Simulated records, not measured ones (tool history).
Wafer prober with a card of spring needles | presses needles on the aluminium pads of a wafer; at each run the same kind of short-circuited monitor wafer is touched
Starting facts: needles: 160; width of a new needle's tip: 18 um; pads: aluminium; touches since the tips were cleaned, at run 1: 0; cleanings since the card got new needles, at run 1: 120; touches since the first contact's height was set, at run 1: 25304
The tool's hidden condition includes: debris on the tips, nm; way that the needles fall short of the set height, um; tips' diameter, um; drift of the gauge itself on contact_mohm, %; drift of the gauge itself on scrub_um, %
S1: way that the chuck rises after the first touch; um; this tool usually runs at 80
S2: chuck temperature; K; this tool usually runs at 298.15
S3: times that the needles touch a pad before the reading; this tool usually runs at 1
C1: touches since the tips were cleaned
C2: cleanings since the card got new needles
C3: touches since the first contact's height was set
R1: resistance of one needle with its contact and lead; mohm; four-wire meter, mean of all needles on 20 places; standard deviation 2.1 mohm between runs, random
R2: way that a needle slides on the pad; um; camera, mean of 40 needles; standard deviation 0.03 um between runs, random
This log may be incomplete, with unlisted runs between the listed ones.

run   hour  S1      S2  S3    C1   C2     C3   R1     R2
  1      0  80  298.15   1     0  120  25304  247  10.05
       7.5  -- tips cleaned on abrasive film
        15  -- tips cleaned on abrasive film
        21  -- tips cleaned on abrasive film
      28.5  -- tips cleaned on abrasive film
      34.5  -- tips cleaned on abrasive film
      40.5  -- tips cleaned on abrasive film
  2   42.6  80  298.15   1   927  126  43792  304   9.98
      47.1  -- tips cleaned on abrasive film
      54.6  -- tips cleaned on abrasive film
      62.1  -- tips cleaned on abrasive film
      69.5  -- tips cleaned on abrasive film
  3   71.1  80  298.15   1   703  130  56203  278  10.01
      75.7  -- tips cleaned on abrasive film
      81.7  -- tips cleaned on abrasive film
      89.2  -- tips cleaned on abrasive film
      95.2  -- tips cleaned on abrasive film
      96.9  -- height of the first contact set anew
     102.9  -- tips cleaned on abrasive film
     108.9  -- tips cleaned on abrasive film
       115  -- tips cleaned on abrasive film
  4  118.9  80  298.15   1  1736  137   9541  352   9.73
       122  -- tips cleaned on abrasive film
     129.4  -- tips cleaned on abrasive film
     136.9  -- tips cleaned on abrasive film
     142.9  -- tips cleaned on abrasive film
     150.4  -- tips cleaned on abrasive film
     156.4  -- tips cleaned on abrasive film
     163.9  -- tips cleaned on abrasive film
     169.9  -- tips cleaned on abrasive film
  5  173.5  82  298.15   1  1610  145  33265  351  10.02
     176.6  -- tips cleaned on abrasive film
     182.6  -- tips cleaned on abrasive film
     188.6  -- tips cleaned on abrasive film
     196.1  -- tips cleaned on abrasive film
     203.6  -- tips cleaned on abrasive film
     209.6  -- tips cleaned on abrasive film
  6  214.3  80  298.15   1  2099  151  50975  377   9.57
     215.9  -- tips cleaned on abrasive film
     221.9  -- tips cleaned on abrasive film
     229.4  -- tips cleaned on abrasive film
     235.4  -- tips cleaned on abrasive film
     241.4  -- tips cleaned on abrasive film
     248.9  -- tips cleaned on abrasive film
     252.2  -- height of the first contact set anew
     255.3  -- tips cleaned on abrasive film
  7  255.3  80  298.15   1     0  158   1337  242  10.16
     262.8  -- tips cleaned on abrasive film
     270.4  -- height of the first contact set anew, once more
     270.5  -- tips cleaned on abrasive film
       278  -- tips cleaned on abrasive film
     285.5  -- tips cleaned on abrasive film
       293  -- tips cleaned on abrasive film
     300.5  -- tips cleaned on abrasive film
  8  305.4  80  298.15   1  2160  164  15167  376  10.13
       307  -- tips cleaned on abrasive film
     314.4  -- tips cleaned on abrasive film
     321.9  -- tips cleaned on abrasive film
     327.9  -- tips cleaned on abrasive film
     333.9  -- tips cleaned on abrasive film
  9  335.1  80  338.15   1   514  169  28039  287  10.15
     341.1  -- tips cleaned on abrasive film
     348.6  -- tips cleaned on abrasive film
     356.1  -- tips cleaned on abrasive film
     362.1  -- tips cleaned on abrasive film
     369.6  -- tips cleaned on abrasive film
       377  -- tips cleaned on abrasive film
 10  381.9  80  378.15   1  2139  175  48389  376   9.96
     383.5  -- tips cleaned on abrasive film
     389.5  -- tips cleaned on abrasive film
       397  -- tips cleaned on abrasive film
     404.4  -- tips cleaned on abrasive film
     411.9  -- tips cleaned on abrasive film
 11    414  80  378.15   1   908  180  62305  318   9.96
     418.5  -- tips cleaned on abrasive film
     424.5  -- tips cleaned on abrasive film
     424.8  -- height of the first contact set anew
     432.3  -- tips cleaned on abrasive film
     444.3  -- card fitted with new needles
     450.3  -- tips cleaned on abrasive film
     457.8  -- tips cleaned on abrasive film
     465.3  -- tips cleaned on abrasive film
 12  468.8  80  378.15   1  1545    3  10651  319  10.18
     471.8  -- tips cleaned on abrasive film
     479.3  -- tips cleaned on abrasive film
     485.3  -- tips cleaned on abrasive film
     491.3  -- tips cleaned on abrasive film
     498.8  -- tips cleaned on abrasive film
     506.3  -- tips cleaned on abrasive film
     512.3  -- tips cleaned on abrasive film
 13  512.7  94  378.15   1   171   10  29683  260  11.84
     518.7  -- tips cleaned on abrasive film
     524.7  -- tips cleaned on abrasive film
     532.2  -- tips cleaned on abrasive film
     539.6  -- tips cleaned on abrasive film
     545.7  -- tips cleaned on abrasive film
     553.1  -- tips cleaned on abrasive film
 14  555.7  94  378.15   1  1137   16  48381  285  11.77
     560.2  -- tips cleaned on abrasive film
     566.2  -- tips cleaned on abrasive film
     573.7  -- tips cleaned on abrasive film
     579.7  -- tips cleaned on abrasive film
 15  585.3  94  378.15   1  2471   20  61258  315  11.69
     586.9  -- tips cleaned on abrasive film
     594.4  -- tips cleaned on abrasive film
     599.1  -- height of the first contact set anew
     602.2  -- tips cleaned on abrasive film
     608.2  -- tips cleaned on abrasive film
 16  611.3  73  308.15   2  1374   24   5277  289   9.29

Consider 5 possible next runs. They are alternatives, not a sequence: every one starts from the tool as it was left by run 16. What does each give?
     614.4  -- tips cleaned on abrasive film
     621.8  -- tips cleaned on abrasive film
     629.3  -- tips cleaned on abrasive film
     636.8  -- tips cleaned on abrasive film
  A  636.8  93  327.15   2   8  28  16344   ?   ?
     614.4  -- tips cleaned on abrasive film
     621.8  -- tips cleaned on abrasive film
     629.3  -- tips cleaned on abrasive film
     636.8  -- tips cleaned on abrasive film
  B  636.8  73  379.15   2   8  28  16344   ?   ?
     614.4  -- tips cleaned on abrasive film
     621.8  -- tips cleaned on abrasive film
     629.3  -- tips cleaned on abrasive film
     636.8  -- tips cleaned on abrasive film
  C  636.8  73  308.15   2   8  28  16344   ?   ?
     614.4  -- tips cleaned on abrasive film
     621.8  -- tips cleaned on abrasive film
     629.3  -- tips cleaned on abrasive film
     636.8  -- tips cleaned on abrasive film
  D  636.8  76  341.15   2   8  28  16344   ?   ?
     614.4  -- tips cleaned on abrasive film
     621.8  -- tips cleaned on abrasive film
     629.3  -- tips cleaned on abrasive film
     636.8  -- tips cleaned on abrasive film
  E  636.8  73  304.15   1   8  28  16344   ?   ?

run   R1     R2
  A  234  11.81
  B  253    9.2
  C  231   9.25
  D  246   9.56
  E  236   9.18
With the hidden condition removed and each run's random variation left untouched, the same runs would have given:
run   R1     R2
  A  231  11.88
  B  247   9.27
  C  226   9.32
  D  241   9.63
  E  228   9.25
